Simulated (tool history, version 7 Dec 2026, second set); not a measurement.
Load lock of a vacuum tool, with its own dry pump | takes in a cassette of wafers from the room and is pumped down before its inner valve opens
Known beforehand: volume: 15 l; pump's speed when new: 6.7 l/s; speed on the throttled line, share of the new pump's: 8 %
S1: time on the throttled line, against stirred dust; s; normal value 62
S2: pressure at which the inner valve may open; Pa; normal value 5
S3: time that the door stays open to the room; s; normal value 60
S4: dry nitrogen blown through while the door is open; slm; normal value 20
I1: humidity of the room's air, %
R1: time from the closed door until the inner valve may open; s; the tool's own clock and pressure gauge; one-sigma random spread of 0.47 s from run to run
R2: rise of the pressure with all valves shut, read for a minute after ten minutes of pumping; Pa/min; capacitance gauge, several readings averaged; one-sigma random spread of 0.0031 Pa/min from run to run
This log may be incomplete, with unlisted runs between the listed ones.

run	hour	S1	S2	S3	S4	I1	R1	R2
1	0.0	62	5	60	20	43.3	82.7	0.098
2	207.7	62	5	60	20	46.0	82.3	0.100
3	314.2	62	5	60	20	42.8	82.7	0.101
4	418.3	62	5	60	20	42.7	81.8	0.102
5	588.3	62	5	60	20	47.2	82.8	0.110
6	736.7	62	5	60	20	46.4	82.8	0.114
7	863.8	108	5	60	20	45.2	124.0	0.107
8	1012.3	32	8	221	4	48.8	54.5	0.214

Forecast run 9:
9	1144.0	32	8	73	4	45.9	?	?

R1: 54.8 s
R2: 0.148 Pa/min
On a tool with no hidden condition, and with the same random variation, this run would have come out at R1 51.2 s, R2 0.119 Pa/min.
